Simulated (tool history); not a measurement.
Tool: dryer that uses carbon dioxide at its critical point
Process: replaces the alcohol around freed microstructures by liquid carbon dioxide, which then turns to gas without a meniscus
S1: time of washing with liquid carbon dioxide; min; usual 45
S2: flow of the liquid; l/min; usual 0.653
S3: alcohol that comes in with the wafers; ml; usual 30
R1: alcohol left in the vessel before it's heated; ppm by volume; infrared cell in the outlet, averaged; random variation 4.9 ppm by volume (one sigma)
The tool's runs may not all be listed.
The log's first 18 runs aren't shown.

{"run": 19, "hour": 910.5, "S1": 45, "S2": 0.653, "S3": 50, "R1": 100}
{"run": 20, "hour": 970.0, "S1": 45, "S2": 0.653, "S3": 30, "R1": 81}
{"run": 21, "hour": 1031.5, "S1": 45, "S2": 0.653, "S3": 30, "R1": 82}
{"hour": 1041.9, "done": "purifier's bed changed"}
{"run": 22, "hour": 1066.7, "S1": 37, "S2": 0.653, "S3": 30, "R1": 108}
{"run": 23, "hour": 1115.1, "S1": 37, "S2": 0.653, "S3": 83, "R1": 297}
{"hour": 1143.5, "done": "inlet filter changed"}
{"run": 24, "hour": 1170.2, "S1": 37, "S2": 0.653, "S3": 83, "R1": 239}
{"run": 25, "hour": 1216.0, "S1": 37, "S2": 0.653, "S3": 83, "R1": 238}
{"run": 26, "hour": 1269.1, "S1": 45, "S2": 1.066, "S3": 30, "R1": 8}
{"run": 27, "hour": 1323.2, "S1": 30, "S2": 0.455, "S3": 99, "R1": 2022}
{"run": 28, "hour": 1371.4, "S1": 51, "S2": 0.455, "S3": 99, "R1": 383}
{"run": 29, "hour": 1413.8, "S1": 51, "S2": 0.455, "S3": 99, "R1": 398}
{"run": 30, "hour": 1467.7, "S1": 70, "S2": 0.414, "S3": 30, "R1": 57}
{"run": 31, "hour": 1496.3, "S1": 63, "S2": 0.716, "S3": 74, "R1": 27}
{"run": 32, "hour": 1524.8, "S1": 63, "S2": 0.716, "S3": 74, "R1": 24}
{"hour": 1565.7, "done": "inlet filter changed"}
{"run": 33, "hour": 1585.9, "S1": 44, "S2": 0.693, "S3": 30, "R1": 45}
{"run": 34, "hour": 1641.1, "S1": 45, "S2": 0.653, "S3": 29, "R1": 43}
{"run": 35, "hour": 1689.9, "S1": 33, "S2": 0.8, "S3": 25, "R1": 67}
{"run": 36, "hour": 1751.3, "S1": 51, "S2": 0.683, "S3": 31, "R1": 44}
{"run": 37, "hour": 1814.8, "S1": 56, "S2": 0.416, "S3": 23, "R1": 112}
{"run": 38, "hour": 1857.2, "S1": 30, "S2": 0.482, "S3": 21, "R1": 417}
{"run": 39, "hour": 1900.6, "S1": 30, "S2": 0.482, "S3": 21, "R1": 416}

Forecast run 40:
{"run": 40, "hour": 1936.1, "S1": 39, "S2": 0.653, "S3": 30, "R1": "?"}

R1: 107 ppm by volume
Without the tool's hidden state the same run would have given R1 62 ppm by volume.
